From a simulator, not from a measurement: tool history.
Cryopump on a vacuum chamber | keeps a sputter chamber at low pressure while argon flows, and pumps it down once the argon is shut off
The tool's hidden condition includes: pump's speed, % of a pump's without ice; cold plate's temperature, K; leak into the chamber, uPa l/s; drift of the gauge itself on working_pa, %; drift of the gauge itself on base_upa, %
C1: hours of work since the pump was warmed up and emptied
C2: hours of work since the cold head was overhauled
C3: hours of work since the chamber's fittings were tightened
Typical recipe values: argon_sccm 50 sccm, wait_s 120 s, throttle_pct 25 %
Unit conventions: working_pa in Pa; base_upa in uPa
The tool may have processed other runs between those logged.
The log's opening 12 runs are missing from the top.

run 13 hour=473.6 | argon_sccm=50 wait_s=75 throttle_pct=25 | C1=978 C2=978 C3=295 | working_pa=0.1934 base_upa=1.18
run 14 hour=516.1 | argon_sccm=50 wait_s=120 throttle_pct=25 | C1=1004 C2=1004 C3=321 | working_pa=0.1947 base_upa=0.96
run 15 hour=542 | argon_sccm=50 wait_s=120 throttle_pct=25 | C1=1020 C2=1020 C3=336 | working_pa=0.1935 base_upa=0.97
run 16 hour=571.5 | argon_sccm=50 wait_s=120 throttle_pct=25 | C1=1037 C2=1037 C3=354 | working_pa=0.1943 base_upa=1.02
-- hour=602.1 pump warmed up, emptied and cooled again
run 17 hour=637.2 | argon_sccm=50 wait_s=120 throttle_pct=25 | C1=21 C2=1074 C3=391 | working_pa=0.1749 base_upa=0.81
run 18 hour=697.5 | argon_sccm=54 wait_s=120 throttle_pct=32 | C1=57 C2=1110 C3=427 | working_pa=0.1485 base_upa=0.84
run 19 hour=734.9 | argon_sccm=82 wait_s=21 throttle_pct=22 | C1=80 C2=1133 C3=449 | working_pa=0.3288 base_upa=2.58
run 20 hour=774.1 | argon_sccm=82 wait_s=21 throttle_pct=22 | C1=103 C2=1156 C3=473 | working_pa=0.3251 base_upa=2.62
run 21 hour=822.1 | argon_sccm=80 wait_s=83 throttle_pct=19 | C1=132 C2=1185 C3=502 | working_pa=0.3715 base_upa=1.11
run 22 hour=847.4 | argon_sccm=86 wait_s=91 throttle_pct=18 | C1=148 C2=1200 C3=517 | working_pa=0.4218 base_upa=1.08
run 23 hour=907.8 | argon_sccm=86 wait_s=91 throttle_pct=18 | C1=184 C2=1237 C3=553 | working_pa=0.4214 base_upa=1.1
run 24 hour=956.6 | argon_sccm=82 wait_s=20 throttle_pct=25 | C1=213 C2=1266 C3=583 | working_pa=0.2907 base_upa=2.76
run 25 hour=992.4 | argon_sccm=78 wait_s=114 throttle_pct=25 | C1=235 C2=1287 C3=604 | working_pa=0.277 base_upa=1.09
run 26 hour=1035 | argon_sccm=78 wait_s=111 throttle_pct=31 | C1=260 C2=1313 C3=630 | working_pa=0.2254 base_upa=1.15
run 27 hour=1076.3 | argon_sccm=78 wait_s=111 throttle_pct=31 | C1=285 C2=1338 C3=655 | working_pa=0.228 base_upa=1.14
run 28 hour=1124.2 | argon_sccm=60 wait_s=120 throttle_pct=25 | C1=314 C2=1367 C3=683 | working_pa=0.2152 base_upa=1.13
run 29 hour=1172.8 | argon_sccm=35 wait_s=120 throttle_pct=42 | C1=343 C2=1396 C3=713 | working_pa=0.0764 base_upa=1.2
run 30 hour=1217.3 | argon_sccm=35 wait_s=120 throttle_pct=42 | C1=370 C2=1423 C3=740 | working_pa=0.0766 base_upa=1.19
run 31 hour=1271.8 | argon_sccm=35 wait_s=120 throttle_pct=31 | C1=403 C2=1456 C3=772 | working_pa=0.103 base_upa=1.21
run 32 hour=1303.9 | argon_sccm=35 wait_s=120 throttle_pct=31 | C1=422 C2=1475 C3=792 | working_pa=0.103 base_upa=1.27
run 33 hour=1363 | argon_sccm=27 wait_s=174 throttle_pct=16 | C1=458 C2=1510 C3=827 | working_pa=0.1494 base_upa=1.19
run 34 hour=1391.8 | argon_sccm=27 wait_s=174 throttle_pct=16 | C1=475 C2=1528 C3=844 | working_pa=0.1504 base_upa=1.23

4 ways to go on from here, each from the tool as it stands after run 34. What would each give?
run A hour=1417.9 | argon_sccm=50 wait_s=120 throttle_pct=30 | C1=491 C2=1543 C3=860 | working_pa=? base_upa=?
run B hour=1417.9 | argon_sccm=57 wait_s=105 throttle_pct=25 | C1=491 C2=1543 C3=860 | working_pa=? base_upa=?
run C hour=1417.9 | argon_sccm=50 wait_s=120 throttle_pct=41 | C1=491 C2=1543 C3=860 | working_pa=? base_upa=?
run D hour=1417.9 | argon_sccm=54 wait_s=141 throttle_pct=52 | C1=491 C2=1543 C3=860 | working_pa=? base_upa=?

run=A working_pa=0.1524 base_upa=1.31
run=B working_pa=0.2079 base_upa=1.4
run=C working_pa=0.1145 base_upa=1.33
run=D working_pa=0.099 base_upa=1.29
Without the tool's unlogged condition, the same runs would have read:
run=A working_pa=0.144 base_upa=0.47
run=B working_pa=0.1982 base_upa=0.55
run=C working_pa=0.106 base_upa=0.48
run=D working_pa=0.0899 base_upa=0.45
